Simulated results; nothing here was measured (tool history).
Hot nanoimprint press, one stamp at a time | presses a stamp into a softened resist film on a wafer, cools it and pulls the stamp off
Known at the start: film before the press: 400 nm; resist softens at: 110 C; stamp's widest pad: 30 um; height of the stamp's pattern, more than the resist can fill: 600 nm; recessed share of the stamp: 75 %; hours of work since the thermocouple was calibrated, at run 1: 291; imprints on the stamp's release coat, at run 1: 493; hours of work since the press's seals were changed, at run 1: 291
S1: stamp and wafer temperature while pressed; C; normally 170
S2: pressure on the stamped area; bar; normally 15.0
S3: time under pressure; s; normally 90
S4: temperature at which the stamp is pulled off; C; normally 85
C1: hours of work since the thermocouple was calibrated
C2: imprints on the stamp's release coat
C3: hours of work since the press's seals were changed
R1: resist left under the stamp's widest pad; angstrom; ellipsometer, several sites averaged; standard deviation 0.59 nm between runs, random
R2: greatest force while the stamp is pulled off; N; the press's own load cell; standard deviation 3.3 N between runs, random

run,day,S1,S2,S3,S4,C1,C2,C3,R1,R2
1,0.000,170,15.0,90,85,291,493,291,1413,154
2,1.933,170,15.0,90,85,323,634,323,1412,158
3,5.171,170,15.0,57,85,377,871,377,1661,163
4,6.967,170,15.0,57,85,407,1002,407,1662,155
5,10.588,170,15.0,57,85,467,1266,467,1670,160
# day 12.658: plate thermocouple calibrated
6,13.325,170,15.0,57,85,11,1456,510,1655,159
# day 15.517: stamp cleaned and given a new release coat
7,17.054,170,15.0,90,85,69,112,568,1410,158
8,18.979,170,15.0,90,85,101,253,599,1407,156
9,21.546,170,15.0,90,85,143,440,642,1415,157
10,23.325,170,22.4,90,85,173,570,672,1113,157
11,25.750,170,15.0,90,85,213,747,712,1412,160
12,27.358,170,15.0,90,85,239,864,738,1410,156
13,31.146,170,15.0,90,85,302,1141,801,1411,162
14,32.996,170,15.0,90,85,333,1276,832,1407,162
15,36.092,170,15.0,90,85,384,1502,883,1403,159
# day 37.421: stamp cleaned and given a new release coat
16,40.029,162,12.8,72,85,445,190,944,2271,152
17,41.996,162,12.8,72,85,478,333,977,2263,157
# day 43.246: plate thermocouple calibrated
18,43.683,162,12.8,72,85,7,447,1003,2269,161
# day 45.262: press's hydraulic seals changed and the load cell set to zero
19,46.979,159,11.2,133,78,56,664,28,2249,160
20,48.883,174,18.2,144,86,88,803,60,904,161
21,52.754,176,18.9,120,72,152,1085,124,874,172
22,56.454,176,9.3,76,72,213,1355,185,1548,170
# day 59.738: stamp cleaned and given a new release coat
23,59.738,176,9.3,76,81,264,0,236,1559,165
24,63.554,176,9.3,76,81,327,278,299,1555,165
25,65.979,175,18.6,98,72,367,455,339,996,171
26,69.071,175,18.6,98,72,418,681,390,982,174
27,72.042,175,18.6,98,72,468,897,440,986,177
# day 74.071: plate thermocouple calibrated
28,74.367,175,18.6,98,72,5,1058,476,986,174
29,76.212,175,15.0,90,79,36,1193,507,1157,169

What differs in the tool's unlogged condition from the final listed run ahead of each entry between runs to the first listed run following it?
Logged between run 5 and run 6: plate thermocouple calibrated (day 12.658)
  true temperature over the reading, C: -0.02 -> 0; grip of the stamp's worn release coat, % over a new coat's: 0.8 -> 0.9
Logged between run 6 and run 7: stamp cleaned and given a new release coat (day 15.517)
  pressure that arrives at the usual setting, %: 99.96 -> 99.95; grip of the stamp's worn release coat, % over a new coat's: 0.9 -> 0.1
Logged between run 15 and run 16: stamp cleaned and given a new release coat (day 37.421)
  true temperature over the reading, C: -0.01 -> -0.02; pressure that arrives at the usual setting, %: 99.93 -> 99.92; grip of the stamp's worn release coat, % over a new coat's: 1 -> 0.1
Logged between run 17 and run 18: plate thermocouple calibrated (day 43.246)
  true temperature over the reading, C: -0.02 -> 0; grip of the stamp's worn release coat, % over a new coat's: 0.2 -> 0.3
Logged between run 18 and run 19: press's hydraulic seals changed and the load cell set to zero (day 45.262)
  pressure that arrives at the usual setting, %: 99.92 -> 100.01; grip of the stamp's worn release coat, % over a new coat's: 0.3 -> 0.4
Logged between run 22 and run 23: stamp cleaned and given a new release coat (day 59.738)
  grip of the stamp's worn release coat, % over a new coat's: 0.9 -> 0
Logged between run 27 and run 28: plate thermocouple calibrated (day 74.071)
  true temperature over the reading, C: -0.01 -> 0; grip of the stamp's worn release coat, % over a new coat's: 0.5 -> 0.7
